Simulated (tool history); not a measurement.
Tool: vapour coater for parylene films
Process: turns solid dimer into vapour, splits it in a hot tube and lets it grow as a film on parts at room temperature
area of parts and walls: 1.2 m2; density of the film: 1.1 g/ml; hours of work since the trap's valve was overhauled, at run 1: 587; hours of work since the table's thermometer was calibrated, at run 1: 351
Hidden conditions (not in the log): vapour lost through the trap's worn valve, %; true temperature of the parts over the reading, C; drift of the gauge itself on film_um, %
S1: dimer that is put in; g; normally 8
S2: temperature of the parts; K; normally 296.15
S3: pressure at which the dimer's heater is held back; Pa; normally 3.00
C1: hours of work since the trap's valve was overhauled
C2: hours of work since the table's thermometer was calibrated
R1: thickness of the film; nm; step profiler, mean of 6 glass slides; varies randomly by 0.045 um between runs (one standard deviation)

| run | hour | S1 | S2 | S3 | C1 | C2 | R1 |
|---|---|---|---|---|---|---|---|
| 1 | 0.0 | 8 | 296.15 | 3.00 | 587 | 351 | 4430 |
|  | 25.0 | trap's valve overhauled |
| 2 | 33.6 | 8 | 296.15 | 3.00 | 5 | 367 | 4270 |
| 3 | 57.5 | 3 | 296.15 | 3.00 | 17 | 380 | 1620 |
|  | 74.5 | trap's valve overhauled, once more |
| 4 | 85.5 | 3 | 296.15 | 3.00 | 6 | 392 | 1870 |
| 5 | 108.6 | 3 | 296.15 | 3.00 | 18 | 405 | 1860 |
| 6 | 131.4 | 8 | 296.15 | 3.00 | 30 | 417 | 4950 |
| 7 | 154.1 | 5 | 296.15 | 3.00 | 42 | 429 | 3080 |
| 8 | 186.8 | 11 | 296.15 | 3.61 | 60 | 447 | 6460 |
| 9 | 214.2 | 11 | 296.15 | 3.61 | 75 | 461 | 6500 |
| 10 | 237.1 | 6 | 296.15 | 2.24 | 87 | 473 | 3860 |
| 11 | 255.2 | 6 | 296.15 | 2.24 | 97 | 483 | 3880 |

Alternative continuations, all from the tool just after run 11; predict every row:
| A | 283.9 | 4 | 296.15 | 6.81 | 112 | 498 | ? |
| B | 283.9 | 14 | 291.15 | 3.00 | 112 | 498 | ? |
| C | 283.9 | 6 | 298.15 | 4.92 | 112 | 498 | ? |

| run | R1 |
|---|---|
| A | 2040 |
| B | 10460 |
| C | 3010 |
What these runs would have given with no unlogged condition in the tool:
| run | R1 |
|---|---|
| A | 2120 |
| B | 10700 |
| C | 3130 |
